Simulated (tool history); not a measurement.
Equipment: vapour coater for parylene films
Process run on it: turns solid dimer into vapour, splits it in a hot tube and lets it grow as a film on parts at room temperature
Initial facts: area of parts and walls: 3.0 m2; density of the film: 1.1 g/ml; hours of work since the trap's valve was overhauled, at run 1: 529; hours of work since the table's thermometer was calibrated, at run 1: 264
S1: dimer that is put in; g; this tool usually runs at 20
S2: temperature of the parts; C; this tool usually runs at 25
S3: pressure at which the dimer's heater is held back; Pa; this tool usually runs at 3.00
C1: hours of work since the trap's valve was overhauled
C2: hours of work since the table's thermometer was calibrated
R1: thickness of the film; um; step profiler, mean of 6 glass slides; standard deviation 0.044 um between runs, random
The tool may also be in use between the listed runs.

run 1 hour=0.0 | S1=20 S2=25 S3=3.00 | C1=529 C2=264 | R1=4.96
run 2 hour=35.8 | S1=20 S2=25 S3=3.00 | C1=547 C2=282 | R1=4.95
run 3 hour=67.6 | S1=20 S2=25 S3=3.00 | C1=563 C2=297 | R1=4.98
-- hour=88.3 trap's valve overhauled
run 4 hour=97.3 | S1=20 S2=25 S3=6.45 | C1=4 C2=310 | R1=4.33
run 5 hour=130.4 | S1=20 S2=25 S3=6.45 | C1=21 C2=326 | R1=4.29
run 6 hour=154.7 | S1=20 S2=25 S3=6.45 | C1=33 C2=338 | R1=4.32
run 7 hour=179.8 | S1=20 S2=25 S3=6.45 | C1=45 C2=351 | R1=4.30
run 8 hour=222.1 | S1=20 S2=25 S3=6.45 | C1=66 C2=372 | R1=4.32
run 9 hour=261.3 | S1=20 S2=25 S3=6.45 | C1=85 C2=391 | R1=4.30
run 10 hour=304.5 | S1=20 S2=25 S3=6.45 | C1=107 C2=412 | R1=4.33
run 11 hour=346.0 | S1=20 S2=25 S3=6.45 | C1=127 C2=433 | R1=4.35
run 12 hour=377.0 | S1=20 S2=19 S3=6.45 | C1=143 C2=448 | R1=5.32
run 13 hour=405.8 | S1=20 S2=19 S3=6.45 | C1=157 C2=462 | R1=5.47
run 14 hour=437.4 | S1=20 S2=20 S3=6.45 | C1=172 C2=478 | R1=5.17
run 15 hour=467.2 | S1=20 S2=33 S3=3.00 | C1=187 C2=493 | R1=3.69
run 16 hour=502.8 | S1=20 S2=33 S3=3.00 | C1=205 C2=510 | R1=3.73
run 17 hour=537.4 | S1=20 S2=33 S3=3.00 | C1=222 C2=527 | R1=3.79
run 18 hour=556.4 | S1=20 S2=33 S3=3.00 | C1=231 C2=537 | R1=3.65
run 19 hour=578.7 | S1=20 S2=33 S3=3.00 | C1=242 C2=548 | R1=3.76
run 20 hour=602.6 | S1=20 S2=25 S3=3.00 | C1=254 C2=560 | R1=4.98
run 21 hour=633.9 | S1=20 S2=25 S3=3.00 | C1=269 C2=575 | R1=4.96
run 22 hour=673.1 | S1=20 S2=25 S3=3.00 | C1=289 C2=594 | R1=4.99
run 23 hour=698.0 | S1=20 S2=25 S3=3.00 | C1=301 C2=607 | R1=4.95
run 24 hour=736.4 | S1=20 S2=25 S3=3.17 | C1=320 C2=626 | R1=4.95
run 25 hour=779.7 | S1=30 S2=20 S3=3.18 | C1=341 C2=647 | R1=8.88
run 26 hour=810.5 | S1=30 S2=20 S3=3.18 | C1=357 C2=662 | R1=8.92
run 27 hour=837.2 | S1=30 S2=20 S3=3.18 | C1=370 C2=675 | R1=8.97
run 28 hour=858.5 | S1=30 S2=20 S3=3.18 | C1=380 C2=686 | R1=8.83
run 29 hour=884.5 | S1=20 S2=18 S3=2.98 | C1=393 C2=699 | R1=6.02
run 30 hour=925.1 | S1=20 S2=18 S3=2.98 | C1=413 C2=719 | R1=5.93
run 31 hour=943.1 | S1=35 S2=18 S3=7.63 | C1=422 C2=728 | R1=9.37
run 32 hour=961.2 | S1=16 S2=32 S3=4.08 | C1=431 C2=737 | R1=2.91
run 33 hour=988.2 | S1=35 S2=29 S3=3.00 | C1=444 C2=750 | R1=7.52
run 34 hour=1014.3 | S1=13 S2=26 S3=3.00 | C1=457 C2=763 | R1=3.11
run 35 hour=1058.1 | S1=20 S2=32 S3=3.00 | C1=479 C2=784 | R1=3.87
run 36 hour=1084.5 | S1=36 S2=32 S3=8.28 | C1=492 C2=797 | R1=5.69
run 37 hour=1103.7 | S1=9 S2=25 S3=3.81 | C1=501 C2=807 | R1=2.16
run 38 hour=1124.7 | S1=9 S2=34 S3=3.81 | C1=512 C2=817 | R1=1.52
run 39 hour=1147.9 | S1=18 S2=34 S3=3.81 | C1=523 C2=829 | R1=3.10
run 40 hour=1191.3 | S1=20 S2=25 S3=2.77 | C1=544 C2=850 | R1=5.08
run 41 hour=1214.0 | S1=20 S2=25 S3=2.77 | C1=556 C2=861 | R1=5.05
-- hour=1250.0 trap's valve overhauled
run 42 hour=1251.8 | S1=20 S2=22 S3=3.00 | C1=1 C2=878 | R1=5.67
run 43 hour=1280.5 | S1=20 S2=22 S3=3.00 | C1=15 C2=892 | R1=5.60
run 44 hour=1304.9 | S1=20 S2=22 S3=3.00 | C1=27 C2=904 | R1=5.58
run 45 hour=1343.2 | S1=20 S2=22 S3=3.00 | C1=46 C2=923 | R1=5.60
run 46 hour=1364.1 | S1=20 S2=22 S3=3.00 | C1=56 C2=934 | R1=5.56
run 47 hour=1387.6 | S1=12 S2=24 S3=3.00 | C1=68 C2=945 | R1=3.07

Describe how what the log doesn't record of the tool's condition differs between the last listed run preceding each entry between runs and the first listed run following it.
In the gap between runs 3 and 4: trap's valve overhauled (hour 88.3)
  vapour lost through the trap's worn valve, %: 0.3 -> 0
In the gap between runs 41 and 42: trap's valve overhauled (hour 1250.0)
  vapour lost through the trap's worn valve, %: 0.3 -> 0
